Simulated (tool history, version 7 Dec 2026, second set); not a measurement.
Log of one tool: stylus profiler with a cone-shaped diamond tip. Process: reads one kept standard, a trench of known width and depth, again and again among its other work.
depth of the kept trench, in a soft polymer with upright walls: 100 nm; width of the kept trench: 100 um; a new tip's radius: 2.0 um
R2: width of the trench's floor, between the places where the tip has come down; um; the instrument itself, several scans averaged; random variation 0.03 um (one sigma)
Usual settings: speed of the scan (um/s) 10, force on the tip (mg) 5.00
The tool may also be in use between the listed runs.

{"run": 1, "hour": 0.0, "speed of the scan (um/s)": 10, "force on the tip (mg)": 5.0, "depth of the trench (nm)": 101.72, "R2": 98.76}
{"run": 2, "hour": 58.6, "speed of the scan (um/s)": 10, "force on the tip (mg)": 5.0, "depth of the trench (nm)": 101.96, "R2": 98.72}
{"run": 3, "hour": 120.0, "speed of the scan (um/s)": 16, "force on the tip (mg)": 5.0, "depth of the trench (nm)": 101.8, "R2": 98.71}
{"run": 4, "hour": 161.4, "speed of the scan (um/s)": 10, "force on the tip (mg)": 11.57, "depth of the trench (nm)": 103.08, "R2": 98.68}
{"run": 5, "hour": 198.3, "speed of the scan (um/s)": 10, "force on the tip (mg)": 11.57, "depth of the trench (nm)": 103.02, "R2": 98.71}
{"run": 6, "hour": 229.9, "speed of the scan (um/s)": 10, "force on the tip (mg)": 5.0, "depth of the trench (nm)": 101.77, "R2": 98.74}
{"run": 7, "hour": 278.3, "speed of the scan (um/s)": 10, "force on the tip (mg)": 13.62, "depth of the trench (nm)": 103.61, "R2": 98.69}
{"run": 8, "hour": 330.4, "speed of the scan (um/s)": 10, "force on the tip (mg)": 13.62, "depth of the trench (nm)": 103.4, "R2": 98.72}
{"run": 9, "hour": 371.5, "speed of the scan (um/s)": 10, "force on the tip (mg)": 13.62, "depth of the trench (nm)": 103.55, "R2": 98.74}
{"run": 10, "hour": 401.7, "speed of the scan (um/s)": 10, "force on the tip (mg)": 13.62, "depth of the trench (nm)": 103.37, "R2": 98.74}
{"run": 11, "hour": 447.5, "speed of the scan (um/s)": 10, "force on the tip (mg)": 5.77, "depth of the trench (nm)": 101.93, "R2": 98.68}
{"run": 12, "hour": 511.8, "speed of the scan (um/s)": 10, "force on the tip (mg)": 5.77, "depth of the trench (nm)": 101.86, "R2": 98.76}
{"run": 13, "hour": 562.3, "speed of the scan (um/s)": 10, "force on the tip (mg)": 5.77, "depth of the trench (nm)": 101.98, "R2": 98.73}
{"run": 14, "hour": 614.3, "speed of the scan (um/s)": 2, "force on the tip (mg)": 4.85, "depth of the trench (nm)": 101.8, "R2": 98.75}
{"run": 15, "hour": 657.1, "speed of the scan (um/s)": 2, "force on the tip (mg)": 4.85, "depth of the trench (nm)": 101.69, "R2": 98.73}
{"run": 16, "hour": 698.5, "speed of the scan (um/s)": 4, "force on the tip (mg)": 10.7, "depth of the trench (nm)": 102.99, "R2": 98.66}
{"run": 17, "hour": 757.1, "speed of the scan (um/s)": 4, "force on the tip (mg)": 10.7, "depth of the trench (nm)": 102.99, "R2": 98.73}
{"run": 18, "hour": 791.5, "speed of the scan (um/s)": 4, "force on the tip (mg)": 2.68, "depth of the trench (nm)": 101.18, "R2": 98.74}
{"run": 19, "hour": 852.5, "speed of the scan (um/s)": 4, "force on the tip (mg)": 2.68, "depth of the trench (nm)": 101.26, "R2": 98.7}
{"run": 20, "hour": 906.5, "speed of the scan (um/s)": 10, "force on the tip (mg)": 13.44, "depth of the trench (nm)": 103.39, "R2": 98.69}
{"run": 21, "hour": 937.0, "speed of the scan (um/s)": 10, "force on the tip (mg)": 13.44, "depth of the trench (nm)": 103.44, "R2": 98.72}
{"run": 22, "hour": 989.1, "speed of the scan (um/s)": 3, "force on the tip (mg)": 2.71, "depth of the trench (nm)": 101.13, "R2": 98.74}

Forecast each of these 3 alternatives for the next run:
{"run": "A", "hour": 1024.1, "speed of the scan (um/s)": 10, "force on the tip (mg)": 2.29, "depth of the trench (nm)": "?", "R2": "?"}
{"run": "B", "hour": 1024.1, "speed of the scan (um/s)": 14, "force on the tip (mg)": 2.71, "depth of the trench (nm)": "?", "R2": "?"}
{"run": "C", "hour": 1024.1, "speed of the scan (um/s)": 2, "force on the tip (mg)": 2.85, "depth of the trench (nm)": "?", "R2": "?"}

run=A depth_of_the_trench_(nm)=101.07 R2=98.73
run=B depth_of_the_trench_(nm)=101.18 R2=98.68
run=C depth_of_the_trench_(nm)=101.36 R2=98.75
Without the tool's hidden state the same runs would have given:
run=A depth_of_the_trench_(nm)=101.06 R2=98.74
run=B depth_of_the_trench_(nm)=101.17 R2=98.69
run=C depth_of_the_trench_(nm)=101.35 R2=98.76
